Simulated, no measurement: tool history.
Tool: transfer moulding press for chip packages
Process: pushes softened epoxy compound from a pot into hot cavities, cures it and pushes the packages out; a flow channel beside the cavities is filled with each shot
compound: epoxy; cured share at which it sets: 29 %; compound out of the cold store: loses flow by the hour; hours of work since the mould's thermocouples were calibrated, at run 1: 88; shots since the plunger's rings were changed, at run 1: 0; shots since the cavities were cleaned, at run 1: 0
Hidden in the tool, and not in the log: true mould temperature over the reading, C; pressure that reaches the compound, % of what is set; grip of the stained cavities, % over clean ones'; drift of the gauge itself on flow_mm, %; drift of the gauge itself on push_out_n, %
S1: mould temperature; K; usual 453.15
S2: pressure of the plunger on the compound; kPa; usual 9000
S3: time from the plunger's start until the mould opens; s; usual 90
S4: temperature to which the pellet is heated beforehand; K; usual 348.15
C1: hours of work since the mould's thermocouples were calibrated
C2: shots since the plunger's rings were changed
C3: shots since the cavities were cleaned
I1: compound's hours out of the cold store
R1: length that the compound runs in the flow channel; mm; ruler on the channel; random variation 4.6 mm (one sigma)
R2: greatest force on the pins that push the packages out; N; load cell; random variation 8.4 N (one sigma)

{"run": 1, "hour": 0.0, "S1": 453.15, "S2": 9000, "S3": 90, "S4": 348.15, "C1": 88, "C2": 0, "C3": 0, "I1": 46.5, "R1": 820, "R2": 364}
{"run": 2, "hour": 29.9, "S1": 459.15, "S2": 9000, "S3": 90, "S4": 348.15, "C1": 108, "C2": 356, "C3": 356, "I1": 29.8, "R1": 865, "R2": 495}
{"run": 3, "hour": 50.1, "S1": 459.15, "S2": 9000, "S3": 90, "S4": 348.15, "C1": 121, "C2": 597, "C3": 597, "I1": 14.1, "R1": 929, "R2": 556}
{"hour": 63.1, "done": "cavities cleaned with cleaning compound and waxed"}
{"run": 4, "hour": 93.9, "S1": 459.15, "S2": 9000, "S3": 90, "S4": 348.15, "C1": 149, "C2": 1102, "C3": 367, "I1": 32.7, "R1": 852, "R2": 515}
{"run": 5, "hour": 116.2, "S1": 459.15, "S2": 9000, "S3": 90, "S4": 348.15, "C1": 164, "C2": 1368, "C3": 633, "I1": 25.7, "R1": 885, "R2": 579}
{"hour": 128.6, "done": "cavities cleaned with cleaning compound and waxed"}
{"run": 6, "hour": 159.1, "S1": 459.15, "S2": 9000, "S3": 90, "S4": 348.15, "C1": 191, "C2": 1862, "C3": 364, "I1": 29.1, "R1": 858, "R2": 501}
{"hour": 190.5, "done": "cavities cleaned with cleaning compound and waxed"}
{"run": 7, "hour": 196.2, "S1": 459.15, "S2": 9000, "S3": 90, "S4": 348.15, "C1": 214, "C2": 2286, "C3": 67, "I1": 32.9, "R1": 840, "R2": 380}
{"run": 8, "hour": 219.7, "S1": 459.15, "S2": 9000, "S3": 90, "S4": 348.15, "C1": 230, "C2": 2567, "C3": 348, "I1": 35.0, "R1": 827, "R2": 486}
{"hour": 252.6, "done": "cavities cleaned with cleaning compound and waxed"}
{"run": 9, "hour": 253.9, "S1": 453.15, "S2": 9000, "S3": 90, "S4": 348.15, "C1": 251, "C2": 2957, "C3": 15, "I1": 21.0, "R1": 891, "R2": 400}
{"run": 10, "hour": 286.5, "S1": 453.15, "S2": 9000, "S3": 90, "S4": 348.15, "C1": 272, "C2": 3345, "C3": 403, "I1": 13.6, "R1": 915, "R2": 559}
{"run": 11, "hour": 306.8, "S1": 453.15, "S2": 9000, "S3": 90, "S4": 348.15, "C1": 286, "C2": 3588, "C3": 646, "I1": 27.7, "R1": 864, "R2": 626}
{"hour": 317.6, "done": "plunger's sealing rings changed"}
{"hour": 319.1, "done": "cavities cleaned with cleaning compound and waxed"}
{"run": 12, "hour": 344.1, "S1": 453.15, "S2": 9000, "S3": 90, "S4": 348.15, "C1": 308, "C2": 300, "C3": 300, "I1": 17.0, "R1": 932, "R2": 504}
{"run": 13, "hour": 377.3, "S1": 453.15, "S2": 9000, "S3": 90, "S4": 348.15, "C1": 329, "C2": 696, "C3": 696, "I1": 8.8, "R1": 960, "R2": 629}
{"hour": 381.5, "done": "mould's thermocouples calibrated"}
{"hour": 383.0, "done": "cavities cleaned with cleaning compound and waxed"}
{"run": 14, "hour": 422.5, "S1": 453.15, "S2": 9000, "S3": 90, "S4": 348.15, "C1": 26, "C2": 1193, "C3": 472, "I1": 42.5, "R1": 822, "R2": 559}
{"hour": 445.6, "done": "cavities cleaned with cleaning compound and waxed"}
{"run": 15, "hour": 457.8, "S1": 453.15, "S2": 6820, "S3": 90, "S4": 348.15, "C1": 48, "C2": 1596, "C3": 146, "I1": 27.8, "R1": 761, "R2": 442}
{"run": 16, "hour": 485.3, "S1": 453.15, "S2": 6820, "S3": 90, "S4": 348.15, "C1": 66, "C2": 1924, "C3": 474, "I1": 33.6, "R1": 739, "R2": 574}
{"hour": 507.4, "done": "cavities cleaned with cleaning compound and waxed"}
{"hour": 517.9, "done": "mould's thermocouples calibrated, once more"}
{"run": 17, "hour": 525.1, "S1": 453.15, "S2": 6820, "S3": 90, "S4": 348.15, "C1": 5, "C2": 2357, "C3": 188, "I1": 42.6, "R1": 702, "R2": 479}
{"run": 18, "hour": 558.9, "S1": 453.15, "S2": 9290, "S3": 74, "S4": 352.15, "C1": 27, "C2": 2760, "C3": 591, "I1": 23.9, "R1": 902, "R2": 852}

Run 19 comes next. What will it give?
{"hour": 574.2, "done": "cavities cleaned with cleaning compound and waxed"}
{"run": 19, "hour": 595.8, "S1": 457.15, "S2": 7130, "S3": 74, "S4": 352.15, "C1": 50, "C2": 3183, "C3": 259, "I1": 24.3, "R1": "?", "R2": "?"}

{"run 19": {"R1": 769, "R2": 577}}
Without the tool's hidden state the same run would have given R1 794 mm, R2 423 N.
